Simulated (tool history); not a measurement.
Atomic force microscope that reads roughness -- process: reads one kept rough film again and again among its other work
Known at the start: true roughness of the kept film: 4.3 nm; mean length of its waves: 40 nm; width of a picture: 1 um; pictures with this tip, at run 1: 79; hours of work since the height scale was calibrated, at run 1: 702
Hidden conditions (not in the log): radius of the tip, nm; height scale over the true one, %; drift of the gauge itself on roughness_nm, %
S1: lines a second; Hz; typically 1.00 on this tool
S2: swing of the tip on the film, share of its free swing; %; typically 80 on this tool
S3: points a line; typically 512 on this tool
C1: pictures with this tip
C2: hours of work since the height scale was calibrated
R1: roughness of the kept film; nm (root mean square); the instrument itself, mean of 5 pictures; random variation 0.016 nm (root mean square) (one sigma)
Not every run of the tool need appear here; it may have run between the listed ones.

run,hour,S1,S2,S3,C1,C2,R1
1,0.0,1.00,80,512,79,702,3.429
# hour 27.6: new tip fitted
2,27.6,1.00,80,512,0,717,3.824
3,62.8,1.00,80,512,64,737,3.481
# hour 98.2: new tip fitted
4,101.7,1.00,80,512,7,758,3.766
5,137.0,1.00,80,512,70,778,3.423
# hour 169.3: new tip fitted
6,171.2,1.00,80,512,4,797,3.785
7,194.4,1.00,80,512,45,810,3.566
8,234.3,1.00,80,512,117,832,3.231
# hour 238.3: height scale calibrated on a step standard
# hour 241.8: new tip fitted
9,268.0,1.42,67,1003,47,16,3.607
10,308.1,2.56,67,1003,119,39,3.156
# hour 314.6: new tip fitted
11,349.9,1.65,61,715,64,62,3.554
# hour 372.0: height scale calibrated on a step standard, once more
# hour 387.2: new tip fitted
12,394.5,0.63,58,319,13,12,3.887
13,413.9,2.12,56,625,48,23,3.583

3 options for the next run, each taken on its own from the tool as it stands now. Forecast them:
A,450.6,1.12,56,797,114,44,?
B,450.6,3.24,80,512,114,44,?
C,450.6,2.68,70,726,114,44,?

run,R1
A,3.285
B,2.882
C,3.083
With the hidden condition removed and each run's random variation left untouched, the same runs would have given:
run,R1
A,3.953
B,3.469
C,3.712

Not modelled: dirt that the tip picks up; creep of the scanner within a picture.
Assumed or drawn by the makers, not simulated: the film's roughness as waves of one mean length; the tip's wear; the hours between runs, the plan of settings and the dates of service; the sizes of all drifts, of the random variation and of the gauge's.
